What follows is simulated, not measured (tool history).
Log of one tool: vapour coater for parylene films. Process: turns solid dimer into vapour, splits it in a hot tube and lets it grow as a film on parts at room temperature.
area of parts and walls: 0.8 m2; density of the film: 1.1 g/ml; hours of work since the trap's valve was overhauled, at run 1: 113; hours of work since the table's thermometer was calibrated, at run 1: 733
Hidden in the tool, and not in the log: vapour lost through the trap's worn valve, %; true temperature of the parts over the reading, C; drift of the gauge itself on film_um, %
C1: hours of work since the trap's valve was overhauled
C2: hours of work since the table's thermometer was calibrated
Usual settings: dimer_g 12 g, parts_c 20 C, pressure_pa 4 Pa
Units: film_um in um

Run 1, day 0: usual settings; C1 113; C2 733. Result: film_um 7.58 um.
Run 2, day 1.079: usual settings; C1 129; C2 749. Result: film_um 7.64 um.
Run 3, day 2.821: usual settings; C1 155; C2 775. Result: film_um 7.61 um.
Run 4, day 3.738: usual settings; C1 169; C2 789. Result: film_um 7.51 um.
Run 5, day 4.821: usual settings but pressure_pa 3 Pa; C1 185; C2 806. Result: film_um 7.79 um.
Run 6, day 6.038: usual settings but pressure_pa 4.64 Pa; C1 204; C2 824. Result: film_um 7.23 um.
Run 7, day 7.421: usual settings; C1 225; C2 845. Result: film_um 7.46 um.
Run 8, day 8.479: usual settings; C1 241; C2 861. Result: film_um 7.36 um.
Run 9, day 9.729: usual settings but pressure_pa 4.19 Pa; C1 260; C2 880. Result: film_um 7.27 um.
Run 10, day 11.062: usual settings but dimer_g 16 g; C1 280; C2 900. Result: film_um 9.87 um.
Run 11, day 12.833: usual settings but dimer_g 19 g; C1 306; C2 927. Result: film_um 11.62 um.
Run 12, day 13.846: usual settings but pressure_pa 5.39 Pa; C1 322; C2 942. Result: film_um 6.88 um.
At day 14.121: trap's valve overhauled.
Run 13, day 15.8: usual settings but pressure_pa 5.39 Pa; C1 25; C2 969. Result: film_um 6.84 um.
Run 14, day 17.846: usual settings but pressure_pa 5.39 Pa; C1 56; C2 1000. Result: film_um 6.81 um.

The next listed run, before its measurement:
At day 18.417: trap's valve overhauled, once more.
Run 15, day 18.938: usual settings but pressure_pa 5.39 Pa; C1 8; C2 1014. Result: film_um ?.

{"run 15": {"film_um": 7.38}}
Without the tool's hidden state the same run would have given film_um 7.09 um.
